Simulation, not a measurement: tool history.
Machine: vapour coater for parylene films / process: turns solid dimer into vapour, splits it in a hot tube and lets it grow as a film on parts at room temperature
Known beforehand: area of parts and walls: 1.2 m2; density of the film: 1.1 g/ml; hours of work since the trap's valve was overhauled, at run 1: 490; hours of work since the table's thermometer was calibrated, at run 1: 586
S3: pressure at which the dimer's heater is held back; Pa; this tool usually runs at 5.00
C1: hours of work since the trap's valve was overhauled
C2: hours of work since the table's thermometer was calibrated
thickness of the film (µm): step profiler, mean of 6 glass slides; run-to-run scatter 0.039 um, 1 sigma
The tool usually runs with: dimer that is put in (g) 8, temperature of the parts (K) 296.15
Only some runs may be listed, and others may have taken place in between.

run 1 hour=0.0 | dimer_that_is_put_in_(g)=8 temperature_of_the_parts_(K)=296.15 S3=5.00 | C1=490 C2=586 | thickness_of_the_film_(µm)=3.67
run 2 hour=36.5 | dimer_that_is_put_in_(g)=8 temperature_of_the_parts_(K)=296.15 S3=5.00 | C1=510 C2=607 | thickness_of_the_film_(µm)=3.66
run 3 hour=91.1 | dimer_that_is_put_in_(g)=5 temperature_of_the_parts_(K)=296.15 S3=5.00 | C1=541 C2=638 | thickness_of_the_film_(µm)=2.23
run 4 hour=151.4 | dimer_that_is_put_in_(g)=5 temperature_of_the_parts_(K)=296.15 S3=5.00 | C1=575 C2=672 | thickness_of_the_film_(µm)=2.22
-- hour=160.7 trap's valve overhauled
run 5 hour=212.6 | dimer_that_is_put_in_(g)=5 temperature_of_the_parts_(K)=296.15 S3=5.00 | C1=29 C2=704 | thickness_of_the_film_(µm)=2.56
run 6 hour=258.7 | dimer_that_is_put_in_(g)=5 temperature_of_the_parts_(K)=296.15 S3=5.00 | C1=55 C2=730 | thickness_of_the_film_(µm)=2.53
run 7 hour=305.5 | dimer_that_is_put_in_(g)=8 temperature_of_the_parts_(K)=296.15 S3=5.00 | C1=81 C2=756 | thickness_of_the_film_(µm)=3.99
run 8 hour=344.3 | dimer_that_is_put_in_(g)=8 temperature_of_the_parts_(K)=296.15 S3=5.00 | C1=103 C2=778 | thickness_of_the_film_(µm)=3.98
run 9 hour=376.8 | dimer_that_is_put_in_(g)=8 temperature_of_the_parts_(K)=296.15 S3=5.00 | C1=122 C2=796 | thickness_of_the_film_(µm)=4.03
run 10 hour=430.1 | dimer_that_is_put_in_(g)=13 temperature_of_the_parts_(K)=296.15 S3=5.00 | C1=152 C2=826 | thickness_of_the_film_(µm)=6.31
run 11 hour=490.4 | dimer_that_is_put_in_(g)=13 temperature_of_the_parts_(K)=296.15 S3=5.00 | C1=186 C2=860 | thickness_of_the_film_(µm)=6.39
run 12 hour=555.1 | dimer_that_is_put_in_(g)=13 temperature_of_the_parts_(K)=296.15 S3=5.00 | C1=222 C2=897 | thickness_of_the_film_(µm)=6.39
run 13 hour=597.1 | dimer_that_is_put_in_(g)=8 temperature_of_the_parts_(K)=296.15 S3=2.17 | C1=246 C2=920 | thickness_of_the_film_(µm)=4.40
run 14 hour=627.0 | dimer_that_is_put_in_(g)=8 temperature_of_the_parts_(K)=296.15 S3=5.00 | C1=262 C2=937 | thickness_of_the_film_(µm)=3.87
run 15 hour=664.6 | dimer_that_is_put_in_(g)=8 temperature_of_the_parts_(K)=296.15 S3=5.00 | C1=284 C2=958 | thickness_of_the_film_(µm)=3.78
run 16 hour=718.3 | dimer_that_is_put_in_(g)=8 temperature_of_the_parts_(K)=296.15 S3=5.00 | C1=314 C2=988 | thickness_of_the_film_(µm)=3.72
run 17 hour=777.9 | dimer_that_is_put_in_(g)=8 temperature_of_the_parts_(K)=296.15 S3=5.00 | C1=347 C2=1022 | thickness_of_the_film_(µm)=3.72
run 18 hour=839.0 | dimer_that_is_put_in_(g)=8 temperature_of_the_parts_(K)=296.15 S3=5.00 | C1=382 C2=1056 | thickness_of_the_film_(µm)=3.72
run 19 hour=867.1 | dimer_that_is_put_in_(g)=8 temperature_of_the_parts_(K)=296.15 S3=5.00 | C1=397 C2=1072 | thickness_of_the_film_(µm)=3.66
run 20 hour=907.7 | dimer_that_is_put_in_(g)=8 temperature_of_the_parts_(K)=296.15 S3=5.00 | C1=420 C2=1095 | thickness_of_the_film_(µm)=3.68
-- hour=968.1 table's thermometer calibrated
run 21 hour=968.1 | dimer_that_is_put_in_(g)=8 temperature_of_the_parts_(K)=296.15 S3=5.00 | C1=454 C2=0 | thickness_of_the_film_(µm)=3.76
run 22 hour=1007.2 | dimer_that_is_put_in_(g)=8 temperature_of_the_parts_(K)=296.15 S3=5.00 | C1=476 C2=22 | thickness_of_the_film_(µm)=3.65
run 23 hour=1063.8 | dimer_that_is_put_in_(g)=8 temperature_of_the_parts_(K)=296.15 S3=5.00 | C1=508 C2=54 | thickness_of_the_film_(µm)=3.68
run 24 hour=1122.6 | dimer_that_is_put_in_(g)=12 temperature_of_the_parts_(K)=290.15 S3=4.02 | C1=541 C2=87 | thickness_of_the_film_(µm)=6.23
run 25 hour=1177.3 | dimer_that_is_put_in_(g)=12 temperature_of_the_parts_(K)=290.15 S3=4.02 | C1=571 C2=118 | thickness_of_the_film_(µm)=6.22
-- hour=1190.4 trap's valve overhauled
run 26 hour=1228.7 | dimer_that_is_put_in_(g)=3 temperature_of_the_parts_(K)=297.15 S3=4.02 | C1=22 C2=144 | thickness_of_the_film_(µm)=1.58
run 27 hour=1271.1 | dimer_that_is_put_in_(g)=4 temperature_of_the_parts_(K)=301.15 S3=4.59 | C1=45 C2=168 | thickness_of_the_film_(µm)=1.87
run 28 hour=1332.6 | dimer_that_is_put_in_(g)=4 temperature_of_the_parts_(K)=301.15 S3=4.59 | C1=80 C2=203 | thickness_of_the_film_(µm)=1.89
run 29 hour=1367.4 | dimer_that_is_put_in_(g)=7 temperature_of_the_parts_(K)=297.15 S3=2.67 | C1=100 C2=222 | thickness_of_the_film_(µm)=3.83
run 30 hour=1430.2 | dimer_that_is_put_in_(g)=7 temperature_of_the_parts_(K)=297.15 S3=3.23 | C1=135 C2=258 | thickness_of_the_film_(µm)=3.63
run 31 hour=1475.5 | dimer_that_is_put_in_(g)=7 temperature_of_the_parts_(K)=297.15 S3=3.23 | C1=160 C2=283 | thickness_of_the_film_(µm)=3.63
run 32 hour=1522.0 | dimer_that_is_put_in_(g)=7 temperature_of_the_parts_(K)=297.15 S3=3.23 | C1=187 C2=309 | thickness_of_the_film_(µm)=3.57
run 33 hour=1576.5 | dimer_that_is_put_in_(g)=7 temperature_of_the_parts_(K)=297.15 S3=3.23 | C1=217 C2=340 | thickness_of_the_film_(µm)=3.55
run 34 hour=1629.4 | dimer_that_is_put_in_(g)=8 temperature_of_the_parts_(K)=296.15 S3=6.09 | C1=247 C2=370 | thickness_of_the_film_(µm)=3.68
run 35 hour=1674.4 | dimer_that_is_put_in_(g)=8 temperature_of_the_parts_(K)=296.15 S3=6.09 | C1=272 C2=395 | thickness_of_the_film_(µm)=3.69
run 36 hour=1739.8 | dimer_that_is_put_in_(g)=4 temperature_of_the_parts_(K)=302.15 S3=5.00 | C1=309 C2=432 | thickness_of_the_film_(µm)=1.73
run 37 hour=1785.2 | dimer_that_is_put_in_(g)=9 temperature_of_the_parts_(K)=294.15 S3=5.00 | C1=335 C2=458 | thickness_of_the_film_(µm)=4.36
run 38 hour=1836.1 | dimer_that_is_put_in_(g)=9 temperature_of_the_parts_(K)=294.15 S3=5.00 | C1=363 C2=486 | thickness_of_the_film_(µm)=4.43
run 39 hour=1900.3 | dimer_that_is_put_in_(g)=9 temperature_of_the_parts_(K)=294.15 S3=5.00 | C1=399 C2=522 | thickness_of_the_film_(µm)=4.28
run 40 hour=1962.3 | dimer_that_is_put_in_(g)=5 temperature_of_the_parts_(K)=305.15 S3=6.92 | C1=434 C2=557 | thickness_of_the_film_(µm)=1.81
run 41 hour=2027.9 | dimer_that_is_put_in_(g)=5 temperature_of_the_parts_(K)=305.15 S3=6.92 | C1=471 C2=594 | thickness_of_the_film_(µm)=1.87
run 42 hour=2061.4 | dimer_that_is_put_in_(g)=5 temperature_of_the_parts_(K)=296.15 S3=5.00 | C1=490 C2=613 | thickness_of_the_film_(µm)=2.23
run 43 hour=2091.6 | dimer_that_is_put_in_(g)=3 temperature_of_the_parts_(K)=296.15 S3=2.79 | C1=507 C2=630 | thickness_of_the_film_(µm)=1.49
run 44 hour=2130.1 | dimer_that_is_put_in_(g)=7 temperature_of_the_parts_(K)=300.15 S3=2.20 | C1=529 C2=652 | thickness_of_the_film_(µm)=3.37
run 45 hour=2197.5 | dimer_that_is_put_in_(g)=5 temperature_of_the_parts_(K)=296.15 S3=5.00 | C1=567 C2=690 | thickness_of_the_film_(µm)=2.21
-- hour=2221.2 trap's valve overhauled
run 46 hour=2244.0 | dimer_that_is_put_in_(g)=4 temperature_of_the_parts_(K)=299.15 S3=5.00 | C1=13 C2=713 | thickness_of_the_film_(µm)=1.92

Here are 5 independent what-if runs from the current tool condition. What would each one return?
run A hour=2274.3 | dimer_that_is_put_in_(g)=9 temperature_of_the_parts_(K)=302.15 S3=3.93 | C1=30 C2=730 | thickness_of_the_film_(µm)=?
run B hour=2274.3 | dimer_that_is_put_in_(g)=13 temperature_of_the_parts_(K)=289.15 S3=5.00 | C1=30 C2=730 | thickness_of_the_film_(µm)=?
run C hour=2274.3 | dimer_that_is_put_in_(g)=8 temperature_of_the_parts_(K)=301.15 S3=5.00 | C1=30 C2=730 | thickness_of_the_film_(µm)=?
run D hour=2274.3 | dimer_that_is_put_in_(g)=10 temperature_of_the_parts_(K)=304.15 S3=5.36 | C1=30 C2=730 | thickness_of_the_film_(µm)=?
run E hour=2274.3 | dimer_that_is_put_in_(g)=9 temperature_of_the_parts_(K)=298.15 S3=8.47 | C1=30 C2=730 | thickness_of_the_film_(µm)=?

run=A thickness_of_the_film_(µm)=4.30
run=B thickness_of_the_film_(µm)=7.30
run=C thickness_of_the_film_(µm)=3.68
run=D thickness_of_the_film_(µm)=4.29
run=E thickness_of_the_film_(µm)=3.97
Take away the tool's hidden state, keep each run's random variation, and the runs would have read:
run=A thickness_of_the_film_(µm)=4.44
run=B thickness_of_the_film_(µm)=7.54
run=C thickness_of_the_film_(µm)=3.80
run=D thickness_of_the_film_(µm)=4.44
run=E thickness_of_the_film_(µm)=4.10
